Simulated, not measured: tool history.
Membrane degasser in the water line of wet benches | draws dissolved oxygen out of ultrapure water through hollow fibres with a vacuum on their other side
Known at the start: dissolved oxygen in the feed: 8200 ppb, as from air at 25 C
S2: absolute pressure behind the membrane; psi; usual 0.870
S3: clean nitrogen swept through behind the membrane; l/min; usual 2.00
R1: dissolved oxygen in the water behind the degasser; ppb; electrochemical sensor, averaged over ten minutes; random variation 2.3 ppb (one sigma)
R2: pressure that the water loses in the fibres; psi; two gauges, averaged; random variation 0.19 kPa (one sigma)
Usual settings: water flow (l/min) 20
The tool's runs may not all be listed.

run 1 hour=0.0 | water_flow_(l/min)=20 S2=0.870 S3=2.00 | R1=232.2 R2=5.543
run 2 hour=31.6 | water_flow_(l/min)=20 S2=0.870 S3=2.00 | R1=229.0 R2=5.604
run 3 hour=53.8 | water_flow_(l/min)=13 S2=0.870 S3=2.00 | R1=72.5 R2=3.640
run 4 hour=99.0 | water_flow_(l/min)=20 S2=0.870 S3=2.00 | R1=232.0 R2=5.590
run 5 hour=139.3 | water_flow_(l/min)=20 S2=0.870 S3=2.00 | R1=228.3 R2=5.574
run 6 hour=185.5 | water_flow_(l/min)=20 S2=0.870 S3=2.00 | R1=232.1 R2=5.581
run 7 hour=225.8 | water_flow_(l/min)=20 S2=0.870 S3=2.00 | R1=230.0 R2=5.539
run 8 hour=252.0 | water_flow_(l/min)=14 S2=0.870 S3=2.02 | R1=87.9 R2=3.887
run 9 hour=285.0 | water_flow_(l/min)=15 S2=0.870 S3=1.84 | R1=108.7 R2=4.216
run 10 hour=338.4 | water_flow_(l/min)=15 S2=0.870 S3=1.84 | R1=108.3 R2=4.257
run 11 hour=385.3 | water_flow_(l/min)=15 S2=0.583 S3=3.75 | R1=64.6 R2=4.225
run 12 hour=420.5 | water_flow_(l/min)=27 S2=0.770 S3=1.37 | R1=499.6 R2=7.561
run 13 hour=462.7 | water_flow_(l/min)=27 S2=0.770 S3=1.37 | R1=490.0 R2=7.619

Forecast each of these 3 alternatives for the next run:
run A hour=511.1 | water_flow_(l/min)=27 S2=0.870 S3=2.00 | R1=? R2=?
run B hour=511.1 | water_flow_(l/min)=21 S2=1.449 S3=1.60 | R1=? R2=?
run C hour=511.1 | water_flow_(l/min)=20 S2=0.545 S3=2.00 | R1=? R2=?

run=A R1=494.7 R2=7.597
run=B R1=387.7 R2=5.912
run=C R1=181.8 R2=5.643
Without the tool's hidden state the same runs would have given:
run=A R1=494.3 R2=7.504
run=B R1=387.5 R2=5.841
run=C R1=181.6 R2=5.575

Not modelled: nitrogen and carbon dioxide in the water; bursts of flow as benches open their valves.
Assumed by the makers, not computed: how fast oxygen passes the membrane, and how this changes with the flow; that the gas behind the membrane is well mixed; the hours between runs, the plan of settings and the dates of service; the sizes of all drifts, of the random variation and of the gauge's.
